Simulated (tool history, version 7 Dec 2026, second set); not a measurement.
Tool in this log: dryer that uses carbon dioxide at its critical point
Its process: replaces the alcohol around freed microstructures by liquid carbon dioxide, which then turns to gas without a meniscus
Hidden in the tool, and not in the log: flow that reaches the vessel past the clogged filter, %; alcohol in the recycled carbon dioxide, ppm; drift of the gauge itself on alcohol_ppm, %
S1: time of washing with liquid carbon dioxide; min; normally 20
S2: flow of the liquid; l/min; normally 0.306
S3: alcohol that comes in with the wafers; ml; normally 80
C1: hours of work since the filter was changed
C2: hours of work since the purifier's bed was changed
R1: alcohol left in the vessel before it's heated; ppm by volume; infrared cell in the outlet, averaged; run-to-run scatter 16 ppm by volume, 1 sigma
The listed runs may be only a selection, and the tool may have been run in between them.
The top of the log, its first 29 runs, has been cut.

run,hour,S1,S2,S3,C1,C2,R1
30,489.5,20,0.306,94,261,422,2279
31,500.2,20,0.306,94,266,427,2247
32,515,20,0.451,80,273,435,394
33,531.5,13,0.306,80,282,443,7235
34,551.1,20,0.491,54,291,452,191
35,568.9,12,0.491,25,300,461,830
36,587.8,12,0.338,22,309,471,2048
37,603.6,14,0.321,58,317,478,4005
38,624.1,27,0.361,119,327,489,431
39,643,27,0.361,119,337,498,430
40,660.7,13,0.223,119,346,507,21099
# hour 666: inlet filter changed
41,672.3,13,0.223,119,3,512,14750
42,682.9,20,0.225,35,8,517,1381
43,697.1,20,0.225,35,15,524,1431
44,715.8,15,0.222,115,25,533,10709
45,739.7,25,0.383,35,36,545,69
46,759.5,25,0.306,84,46,555,447
47,777.1,20,0.306,31,55,564,470

4 ways to go on from here, each from the tool as it stands after run 47. What would each give?
A,799.4,24,0.306,83,66,575,?
B,799.4,20,0.2,31,66,575,?
C,799.4,20,0.497,31,66,575,?
D,799.4,19,0.306,80,66,575,?

run,R1
A,524
B,1902
C,67
D,1481
With the hidden condition removed and each run's random variation left untouched, the same runs would have given:
run,R1
A,426
B,1709
C,44
D,1273
